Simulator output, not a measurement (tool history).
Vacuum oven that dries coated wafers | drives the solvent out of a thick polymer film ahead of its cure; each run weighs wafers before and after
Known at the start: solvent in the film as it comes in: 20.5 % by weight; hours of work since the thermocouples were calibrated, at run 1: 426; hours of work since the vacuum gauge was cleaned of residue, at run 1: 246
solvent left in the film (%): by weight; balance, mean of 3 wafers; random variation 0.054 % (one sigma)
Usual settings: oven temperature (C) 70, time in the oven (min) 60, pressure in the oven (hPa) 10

run     day  oven temperature (C)  time in the oven (min)  pressure in the oven (hPa)  hours of work since the thermocouples were calibrated  hours of work since the vacuum gauge was cleaned of residue  solvent left in the film (%)
  1       0                    70                      60                          10                                                    426                                                          246                          2.26
  2   0.596                    70                      60                          10                                                    437                                                          257                          2.37
  3    1.45                    70                      60                          10                                                    453                                                          273                          2.32
  4   1.933                    70                      60                          10                                                    462                                                          282                           2.4
  5   2.621                    70                      60                          10                                                    475                                                          295                          2.38
  6    3.55                    70                      60                          10                                                    492                                                          312                          2.36
  7   4.312                    70                      60                         5.8                                                    506                                                          327                          1.92
  8   5.171                    70                      60                        20.9                                                    522                                                          343                          3.71
  9   5.938                    70                      60                          10                                                    537                                                          357                          2.38
 10   6.383                    70                      60                         8.5                                                    545                                                          365                          2.24
 11   6.925                    70                      60                         8.5                                                    555                                                          375                          2.27
 12   7.862                    70                      60                         8.5                                                    573                                                          393                          2.25
 13   8.388                    70                      60                         8.5                                                    583                                                          403                          2.27
 14   9.342                    70                      60                         8.5                                                    600                                                          421                          2.39
 15  10.162                    70                      60                          10                                                    616                                                          436                          2.43
 16  10.646                    70                      60                          10                                                    625                                                          445                          2.51
 17  11.167                    70                      71                          10                                                    635                                                          455                          2.23
 18  11.871                    70                      71                          10                                                    648                                                          468                          2.13
 19  12.508                    70                      60                          10                                                    660                                                          480                          2.46
     12.638  -- vacuum gauge cleaned of residue and calibrated
 20  13.054                    77                      41                          10                                                    669                                                            8                          2.42
 21  13.479                    70                      60                          29                                                    676                                                           16                          4.93
 22  14.012                    71                      73                         7.8                                                    687                                                           26                          1.76
 23  14.592                    58                      36                        21.7                                                    697                                                           37                         10.04
 24  15.092                    64                      78                           8                                                    707                                                           46                          2.81
 25  16.058                    59                      57                          10                                                    725                                                           64                          5.48
 26  16.821                    70                      60                        27.8                                                    739                                                           78                          4.82
 27  17.475                    70                      33                        27.8                                                    751                                                           90                          6.94
 28  18.379                    65                      36                        33.2                                                    768                                                          107                          9.12
     18.588  -- vacuum gauge cleaned of residue and calibrated, once more
 29  19.283                    65                      36                        33.2                                                    784                                                           13                          8.78
 30  19.779                    65                      36                        17.3                                                    793                                                           22                          6.63
 31  20.642                    75                      36                        17.2                                                    809                                                           38                           3.7
 32  21.608                    75                      36                        17.2                                                    827                                                           56                          3.68
 33  22.612                    69                      53                         8.2                                                    846                                                           75                          2.67
 34  23.271                    70                      97                          10                                                    858                                                           88                          1.55
 35  24.292                    60                      60                          10                                                    877                                                          107                          4.68
 36  24.796                    60                      60                        21.2                                                    887                                                          116                          6.59
 37  25.688                    70                     101                        26.3                                                    904                                                          133                          3.76
 38  26.212                    70                     101                        26.3                                                    913                                                          142                          3.79

How the hidden state differs across the entries between the runs, from the last listed run before each to the first after it:
Between runs 19 and 20: vacuum gauge cleaned of residue and calibrated (day 12.638)
  true wafer temperature over the reading, C: -0.81 -> -0.82; true pressure over the reading, kPa: 0.219 -> 0.257
  measured less the result without the state, solvent left in the film (%): +0.4 -> +0.37
Between runs 28 and 29: vacuum gauge cleaned of residue and calibrated, once more (day 18.588)
  true wafer temperature over the reading, C: -0.9 -> -0.91; true pressure over the reading, kPa: 0.304 -> 0.005
  measured less the result without the state, solvent left in the film (%): +0.75 -> +0.36
